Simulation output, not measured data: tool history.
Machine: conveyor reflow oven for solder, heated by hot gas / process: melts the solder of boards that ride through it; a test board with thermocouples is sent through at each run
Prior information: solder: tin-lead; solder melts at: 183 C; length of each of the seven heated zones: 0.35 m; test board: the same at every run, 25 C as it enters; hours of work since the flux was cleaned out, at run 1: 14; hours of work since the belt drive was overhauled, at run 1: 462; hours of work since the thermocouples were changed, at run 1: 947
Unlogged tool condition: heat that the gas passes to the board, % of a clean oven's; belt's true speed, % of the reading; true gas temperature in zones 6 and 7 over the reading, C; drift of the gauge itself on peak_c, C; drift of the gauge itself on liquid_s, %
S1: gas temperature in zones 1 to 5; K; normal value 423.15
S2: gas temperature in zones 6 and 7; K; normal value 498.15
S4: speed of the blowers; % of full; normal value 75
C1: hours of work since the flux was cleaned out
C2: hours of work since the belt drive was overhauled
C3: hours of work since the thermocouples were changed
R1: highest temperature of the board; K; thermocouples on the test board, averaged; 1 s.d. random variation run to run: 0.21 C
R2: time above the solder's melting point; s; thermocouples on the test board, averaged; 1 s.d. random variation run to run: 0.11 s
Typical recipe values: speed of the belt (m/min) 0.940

{"run": 1, "day": 0.0, "S1": 423.15, "S2": 498.15, "speed of the belt (m/min)": 0.94, "S4": 75, "C1": 14, "C2": 462, "C3": 947, "R1": 478.15, "R2": 28.9}
{"run": 2, "day": 0.542, "S1": 423.15, "S2": 498.15, "speed of the belt (m/min)": 0.94, "S4": 75, "C1": 23, "C2": 470, "C3": 956, "R1": 477.85, "R2": 29.0}
{"run": 3, "day": 1.629, "S1": 423.15, "S2": 498.15, "speed of the belt (m/min)": 0.94, "S4": 75, "C1": 39, "C2": 487, "C3": 972, "R1": 477.55, "R2": 29.0}
{"run": 4, "day": 2.454, "S1": 423.15, "S2": 498.15, "speed of the belt (m/min)": 0.94, "S4": 75, "C1": 52, "C2": 500, "C3": 985, "R1": 477.75, "R2": 29.0}
{"run": 5, "day": 3.35, "S1": 423.15, "S2": 498.15, "speed of the belt (m/min)": 0.94, "S4": 76, "C1": 66, "C2": 514, "C3": 999, "R1": 477.95, "R2": 28.7}
{"run": 6, "day": 4.292, "S1": 423.15, "S2": 498.15, "speed of the belt (m/min)": 0.94, "S4": 76, "C1": 80, "C2": 528, "C3": 1013, "R1": 477.45, "R2": 28.9}
{"run": 7, "day": 4.904, "S1": 423.15, "S2": 498.15, "speed of the belt (m/min)": 0.94, "S4": 76, "C1": 90, "C2": 537, "C3": 1023, "R1": 478.05, "R2": 29.0}
{"run": 8, "day": 5.392, "S1": 423.15, "S2": 498.15, "speed of the belt (m/min)": 0.94, "S4": 76, "C1": 97, "C2": 545, "C3": 1030, "R1": 477.85, "R2": 28.9}
{"run": 9, "day": 6.458, "S1": 423.15, "S2": 498.15, "speed of the belt (m/min)": 0.94, "S4": 76, "C1": 114, "C2": 561, "C3": 1046, "R1": 477.85, "R2": 28.7}
{"run": 10, "day": 7.046, "S1": 423.15, "S2": 498.15, "speed of the belt (m/min)": 0.94, "S4": 76, "C1": 123, "C2": 570, "C3": 1056, "R1": 477.15, "R2": 28.7}
{"run": 11, "day": 8.242, "S1": 423.15, "S2": 498.15, "speed of the belt (m/min)": 0.94, "S4": 76, "C1": 141, "C2": 589, "C3": 1074, "R1": 477.35, "R2": 28.7}
{"run": 12, "day": 8.896, "S1": 423.15, "S2": 498.15, "speed of the belt (m/min)": 1.001, "S4": 75, "C1": 151, "C2": 599, "C3": 1084, "R1": 475.05, "R2": 25.1}
{"run": 13, "day": 10.054, "S1": 423.15, "S2": 498.15, "speed of the belt (m/min)": 1.001, "S4": 57, "C1": 169, "C2": 617, "C3": 1102, "R1": 470.65, "R2": 19.6}
{"run": 14, "day": 10.879, "S1": 423.15, "S2": 498.15, "speed of the belt (m/min)": 1.001, "S4": 57, "C1": 182, "C2": 629, "C3": 1114, "R1": 470.35, "R2": 19.7}
{"run": 15, "day": 11.954, "S1": 423.15, "S2": 498.15, "speed of the belt (m/min)": 1.001, "S4": 57, "C1": 198, "C2": 646, "C3": 1131, "R1": 470.25, "R2": 19.3}
{"day": 12.462, "done": "flux residue cleaned out of gas plates and filters"}
{"run": 16, "day": 13.175, "S1": 423.15, "S2": 505.15, "speed of the belt (m/min)": 0.94, "S4": 87, "C1": 11, "C2": 661, "C3": 1146, "R1": 485.05, "R2": 34.0}
{"run": 17, "day": 13.771, "S1": 409.15, "S2": 505.15, "speed of the belt (m/min)": 0.971, "S4": 87, "C1": 20, "C2": 670, "C3": 1156, "R1": 481.75, "R2": 27.4}
{"run": 18, "day": 14.442, "S1": 409.15, "S2": 505.15, "speed of the belt (m/min)": 0.829, "S4": 78, "C1": 30, "C2": 681, "C3": 1166, "R1": 484.85, "R2": 34.6}
{"run": 19, "day": 15.35, "S1": 418.15, "S2": 495.15, "speed of the belt (m/min)": 1.029, "S4": 57, "C1": 44, "C2": 695, "C3": 1180, "R1": 466.35, "R2": 14.1}
{"run": 20, "day": 16.162, "S1": 422.15, "S2": 513.15, "speed of the belt (m/min)": 1.014, "S4": 78, "C1": 57, "C2": 707, "C3": 1192, "R1": 487.15, "R2": 31.3}
{"run": 21, "day": 17.146, "S1": 422.15, "S2": 513.15, "speed of the belt (m/min)": 1.014, "S4": 78, "C1": 72, "C2": 722, "C3": 1207, "R1": 486.85, "R2": 31.4}
{"run": 22, "day": 18.188, "S1": 422.15, "S2": 513.15, "speed of the belt (m/min)": 0.911, "S4": 57, "C1": 88, "C2": 738, "C3": 1223, "R1": 484.95, "R2": 33.3}
{"day": 18.746, "done": "thermocouples of zones 6 and 7 changed"}
{"run": 23, "day": 19.104, "S1": 422.15, "S2": 494.15, "speed of the belt (m/min)": 0.928, "S4": 89, "C1": 101, "C2": 751, "C3": 6, "R1": 479.15, "R2": 30.6}
{"run": 24, "day": 19.867, "S1": 422.15, "S2": 494.15, "speed of the belt (m/min)": 0.928, "S4": 89, "C1": 112, "C2": 763, "C3": 17, "R1": 479.05, "R2": 30.7}
{"run": 25, "day": 20.971, "S1": 422.15, "S2": 494.15, "speed of the belt (m/min)": 0.928, "S4": 89, "C1": 129, "C2": 780, "C3": 34, "R1": 479.05, "R2": 30.6}
{"run": 26, "day": 21.733, "S1": 422.15, "S2": 494.15, "speed of the belt (m/min)": 0.928, "S4": 89, "C1": 141, "C2": 791, "C3": 46, "R1": 478.95, "R2": 30.4}
{"run": 27, "day": 22.917, "S1": 412.15, "S2": 494.15, "speed of the belt (m/min)": 0.928, "S4": 89, "C1": 159, "C2": 810, "C3": 64, "R1": 476.75, "R2": 26.5}
{"run": 28, "day": 24.012, "S1": 412.15, "S2": 494.15, "speed of the belt (m/min)": 0.954, "S4": 70, "C1": 176, "C2": 827, "C3": 81, "R1": 471.55, "R2": 20.7}
{"run": 29, "day": 25.008, "S1": 412.15, "S2": 494.15, "speed of the belt (m/min)": 0.954, "S4": 70, "C1": 191, "C2": 842, "C3": 96, "R1": 471.55, "R2": 20.7}

3 options for the next run, each taken on its own from the tool as it stands now. Forecast them:
{"run": "A", "day": 25.667, "S1": 412.15, "S2": 494.15, "speed of the belt (m/min)": 1.053, "S4": 70, "C1": 202, "C2": 852, "C3": 106, "R1": "?", "R2": "?"}
{"run": "B", "day": 25.667, "S1": 422.15, "S2": 494.15, "speed of the belt (m/min)": 0.954, "S4": 70, "C1": 202, "C2": 852, "C3": 106, "R1": "?", "R2": "?"}
{"run": "C", "day": 25.667, "S1": 423.15, "S2": 498.15, "speed of the belt (m/min)": 0.83, "S4": 83, "C1": 202, "C2": 852, "C3": 106, "R1": "?", "R2": "?"}

run=A R1=467.95 R2=15.2
run=B R1=474.25 R2=25.1
run=C R1=483.75 R2=37.9
Without the tool's hidden state the same runs would have given:
run=A R1=468.95 R2=15.9
run=B R1=475.15 R2=25.6
run=C R1=484.75 R2=38.0

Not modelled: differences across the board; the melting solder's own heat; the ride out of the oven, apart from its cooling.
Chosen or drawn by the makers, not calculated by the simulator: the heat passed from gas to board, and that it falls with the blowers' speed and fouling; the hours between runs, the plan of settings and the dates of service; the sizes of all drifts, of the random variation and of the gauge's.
